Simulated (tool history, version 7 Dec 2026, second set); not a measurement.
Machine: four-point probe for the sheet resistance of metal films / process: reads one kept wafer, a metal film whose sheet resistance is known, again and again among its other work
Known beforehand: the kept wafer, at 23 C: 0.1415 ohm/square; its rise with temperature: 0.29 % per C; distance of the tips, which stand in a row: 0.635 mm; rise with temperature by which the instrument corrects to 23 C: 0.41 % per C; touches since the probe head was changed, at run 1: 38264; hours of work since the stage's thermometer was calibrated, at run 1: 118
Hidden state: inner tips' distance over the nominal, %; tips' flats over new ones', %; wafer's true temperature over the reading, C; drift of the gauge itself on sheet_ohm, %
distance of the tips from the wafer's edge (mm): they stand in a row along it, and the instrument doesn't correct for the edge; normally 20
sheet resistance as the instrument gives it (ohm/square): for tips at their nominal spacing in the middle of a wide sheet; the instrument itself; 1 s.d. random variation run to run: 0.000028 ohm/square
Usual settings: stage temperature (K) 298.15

run	hour	stage temperature (K)	distance of the tips from the wafer's edge (mm)	touches since the probe head was changed	hours of work since the stage's thermometer was calibrated	sheet resistance as the instrument gives it (ohm/square)
1	0	298.15	20	38264	118	0.14046
2	36	298.15	20	39316	142	0.140373
3	83.9	298.15	20	40716	174	0.140375
4	118.7	298.15	13	41733	198	0.140428
5	143.5	298.15	20	42455	214	0.140308
6	174.8	298.15	20	43370	235	0.140345
7	219.5	298.15	20	44679	265	0.14032
8	251.9	298.15	20	45625	287	0.140265
9	292.3	298.15	9	46804	314	0.140614
10	345.3	298.15	9	48352	349	0.140542
11	374.5	298.15	9	49206	369	0.14049
12	413.7	298.15	9	50354	395	0.140569
13	461.7	298.15	9	51754	427	0.140423
14	504.9	300.15	20	53016	456	0.13981
15	543.8	305.15	21	54153	482	0.138981
16	587.5	305.15	21	55431	511	0.138937
17	622.1	301.15	19	56443	534	0.139536
18	661.9	301.15	7	57606	561	0.140164
19	705.5	301.15	7	58880	590	0.140065
20	741.5	303.15	52	59930	614	0.139136
21	789.9	303.15	52	61344	646	0.139073
22	819.1	293.15	50	62197	666	0.140719
23	853	305.15	35	63189	689	0.138729

What does the tool deliver on the next run?
24	882.5	305.15	20	64051	708	?

sheet resistance as the instrument gives it (ohm/square): 0.138743
The same run, on a tool lacking any hidden state, would have yielded sheet resistance as the instrument gives it (ohm/square) 0.140055.

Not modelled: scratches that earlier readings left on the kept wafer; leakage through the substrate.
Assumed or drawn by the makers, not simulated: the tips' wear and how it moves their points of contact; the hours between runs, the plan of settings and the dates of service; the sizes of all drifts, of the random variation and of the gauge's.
